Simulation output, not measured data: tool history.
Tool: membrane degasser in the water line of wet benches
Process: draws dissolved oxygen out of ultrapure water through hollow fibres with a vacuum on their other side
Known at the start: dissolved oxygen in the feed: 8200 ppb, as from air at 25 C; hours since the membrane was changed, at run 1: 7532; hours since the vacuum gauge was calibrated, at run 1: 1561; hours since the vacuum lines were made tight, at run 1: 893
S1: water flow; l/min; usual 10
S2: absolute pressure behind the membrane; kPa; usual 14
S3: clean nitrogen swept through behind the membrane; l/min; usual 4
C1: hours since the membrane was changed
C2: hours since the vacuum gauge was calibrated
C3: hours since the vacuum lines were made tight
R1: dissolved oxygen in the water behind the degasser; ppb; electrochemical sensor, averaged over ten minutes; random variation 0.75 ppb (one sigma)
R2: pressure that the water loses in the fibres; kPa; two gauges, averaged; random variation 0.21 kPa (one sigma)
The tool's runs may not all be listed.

run 1 hour=0 | S1=10 S2=14 S3=4 | C1=7532 C2=1561 C3=893 | R1=70 R2=49.59
run 2 hour=160.1 | S1=10 S2=14 S3=4 | C1=7692 C2=1721 C3=1053 | R1=69.1 R2=49.39
run 3 hour=265.4 | S1=10 S2=14 S3=4 | C1=7797 C2=1827 C3=1158 | R1=68.6 R2=49.62
run 4 hour=357 | S1=10 S2=10.7 S3=4 | C1=7889 C2=1918 C3=1250 | R1=49.1 R2=49.77
run 5 hour=492.4 | S1=10 S2=10.7 S3=3.83 | C1=8024 C2=2054 C3=1385 | R1=49.7 R2=49.49
-- hour=524.8 membrane cartridge changed
run 6 hour=673.9 | S1=10 S2=8.4 S3=4 | C1=149 C2=2231 C3=1562 | R1=35 R2=49.15
run 7 hour=773.3 | S1=10 S2=8.4 S3=4 | C1=248 C2=2331 C3=1662 | R1=35.2 R2=49.69
run 8 hour=863 | S1=10 S2=14 S3=4 | C1=338 C2=2420 C3=1752 | R1=69.3 R2=49.4
run 9 hour=961.8 | S1=10 S2=14 S3=7.23 | C1=437 C2=2519 C3=1850 | R1=40.3 R2=49.56
run 10 hour=1060.1 | S1=10 S2=14 S3=7.23 | C1=535 C2=2617 C3=1949 | R1=40 R2=49.53
run 11 hour=1203.4 | S1=13 S2=25.2 S3=4.49 | C1=679 C2=2761 C3=2092 | R1=159.9 R2=64.46
run 12 hour=1320.7 | S1=13 S2=25.2 S3=4.49 | C1=796 C2=2878 C3=2209 | R1=160 R2=64.34
run 13 hour=1475.6 | S1=13 S2=25.2 S3=4.49 | C1=951 C2=3033 C3=2364 | R1=161.6 R2=64.24
run 14 hour=1580.9 | S1=13 S2=25.2 S3=4.49 | C1=1056 C2=3138 C3=2469 | R1=164.3 R2=64.36
run 15 hour=1702.3 | S1=13 S2=25.2 S3=4.49 | C1=1177 C2=3260 C3=2591 | R1=162.7 R2=64.13
run 16 hour=1851.4 | S1=13 S2=25.2 S3=4.49 | C1=1327 C2=3409 C3=2740 | R1=161.5 R2=64.48
-- hour=1987 seals of the vacuum lines changed
run 17 hour=2050.1 | S1=10 S2=8.6 S3=2.6 | C1=1523 C2=3605 C3=63 | R1=54.1 R2=49.56
run 18 hour=2219.6 | S1=15 S2=11.3 S3=3.54 | C1=1693 C2=3775 C3=233 | R1=93.5 R2=74.6

3 ways to go on from here, each from the tool as it stands after run 18. What would each give?
run A hour=2336.2 | S1=8 S2=19.4 S3=10.75 | C1=1809 C2=3891 C3=349 | R1=? R2=?
run B hour=2336.2 | S1=9 S2=9.8 S3=1.75 | C1=1809 C2=3891 C3=349 | R1=? R2=?
run C hour=2336.2 | S1=14 S2=16.7 S3=4.82 | C1=1809 C2=3891 C3=349 | R1=? R2=?

run=A R1=31.1 R2=39.37
run=B R1=84.2 R2=44.93
run=C R1=103.7 R2=69.01
Without the tool's hidden state the same runs would have given:
run=A R1=31.1 R2=39.34
run=B R1=84 R2=44.91
run=C R1=103.6 R2=68.97
